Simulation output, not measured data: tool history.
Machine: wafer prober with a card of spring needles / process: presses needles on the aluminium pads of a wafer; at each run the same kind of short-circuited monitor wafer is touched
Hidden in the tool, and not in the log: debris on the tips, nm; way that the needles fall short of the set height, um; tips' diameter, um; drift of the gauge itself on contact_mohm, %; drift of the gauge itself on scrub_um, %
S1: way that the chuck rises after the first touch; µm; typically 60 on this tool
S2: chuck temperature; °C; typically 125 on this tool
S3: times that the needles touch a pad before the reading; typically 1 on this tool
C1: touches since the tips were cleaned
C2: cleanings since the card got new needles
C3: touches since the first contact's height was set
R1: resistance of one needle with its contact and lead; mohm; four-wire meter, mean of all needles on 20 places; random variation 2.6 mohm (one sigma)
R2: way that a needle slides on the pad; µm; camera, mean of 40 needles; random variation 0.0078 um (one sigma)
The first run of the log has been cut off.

run	hour	S1	S2	S3	C1	C2	C3	R1	R2
# hour 20.5: tips cleaned on abrasive film
2	47.1	60	125	1	6522	16	57090	422	7.372
# hour 54.1: tips cleaned on abrasive film
3	70.2	54	125	1	3937	17	62722	424	6.613
# hour 86.7: tips cleaned on abrasive film
4	96.9	60	117	1	2498	18	69237	379	7.349
# hour 121.5: tips cleaned on abrasive film
5	137.6	60	117	1	3929	19	79192	398	7.348
# hour 156.8: tips cleaned on abrasive film
# hour 165.7: height of the first contact set anew
6	171.7	60	125	1	3591	20	1482	399	7.417
# hour 191.1: tips cleaned on abrasive film
7	208.7	60	125	1	4303	21	10510	397	7.41
# hour 225: tips cleaned on abrasive film
8	231.6	60	125	1	1624	22	16109	361	7.4
9	252.5	60	125	1	6736	22	21221	424	7.413
# hour 258.3: tips cleaned on abrasive film
# hour 293.5: tips cleaned on abrasive film
10	299.2	60	125	1	1400	24	32625	355	7.389
# hour 326.3: tips cleaned on abrasive film
11	338.6	60	125	1	3019	25	42273	386	7.364
# hour 361.9: tips cleaned on abrasive film
12	383	60	125	1	5185	26	53123	424	7.349
# hour 396.4: tips cleaned on abrasive film
13	412.2	60	41	1	3858	27	60248	388	7.351
# hour 428.7: tips cleaned on abrasive film
14	440.7	60	41	1	2944	28	67214	381	7.35
# hour 461.8: tips cleaned on abrasive film
15	467.6	60	41	1	1423	29	73776	343	7.345
# hour 496.7: tips cleaned on abrasive film
# hour 517.7: height of the first contact set anew
16	517.7	60	41	1	5058	30	0	403	7.41
# hour 531.9: tips cleaned on abrasive film
# hour 563.8: tips cleaned on abrasive film
17	563.8	60	48	1	0	32	11247	280	7.406
# hour 598.2: tips cleaned on abrasive film
18	599	46	44	1	199	33	19868	311	5.672
# hour 631.3: tips cleaned on abrasive film
19	640	47	44	3	2121	34	29878	331	5.781
# hour 663.8: tips cleaned on abrasive film
20	670.7	47	44	3	1701	35	37389	315	5.763
# hour 695.6: tips cleaned on abrasive film
21	700.7	47	44	3	1242	36	44714	320	5.744

Run 22, settings as shown, results not yet in. Your forecast:
22	721.5	47	44	3	6331	36	49803	?	?

{"run 22": {"R1": 364, "R2": 5.766}}
With no hidden state in the tool, this same run would have given R1 276 mohm, R2 5.815 µm.
